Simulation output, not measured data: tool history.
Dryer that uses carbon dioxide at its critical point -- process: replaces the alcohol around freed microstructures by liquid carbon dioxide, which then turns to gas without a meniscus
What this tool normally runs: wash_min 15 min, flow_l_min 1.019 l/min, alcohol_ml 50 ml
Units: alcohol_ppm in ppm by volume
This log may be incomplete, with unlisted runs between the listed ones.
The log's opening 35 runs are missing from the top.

run,hour,wash_min,flow_l_min,alcohol_ml,hours of work since the filter was changed,hours of work since the purifier's bed was changed,alcohol_ppm
36,236.7,12,1.43,21,335,215,122
37,243.7,12,1.43,21,338,217,113
38,247.9,21,0.68,53,339,219,155
39,253.3,22,0.68,28,342,221,132
40,259,13,0.88,108,344,223,374
41,267.3,10,1.019,32,347,227,252
42,276.5,10,1.019,32,351,230,260
43,281.5,24,1.13,48,353,232,119
44,290.8,16,1.019,50,356,236,143
45,296.8,15,0.7,120,359,238,539
46,304.1,15,0.7,120,362,241,553
47,309.7,15,0.7,120,364,243,551
48,318.5,15,0.7,120,367,247,562

Each row is a separate what-if for the run after 48, all from the same tool condition, not one after another. Results?
A,326.5,20,1.48,86,370,250,?
B,326.5,13,1.09,117,370,250,?
C,326.5,15,1.019,43,370,250,?

run,alcohol_ppm
A,130
B,213
C,143
Without the tool's unlogged condition, the same runs would have read:
run,alcohol_ppm
A,4
B,55
C,10
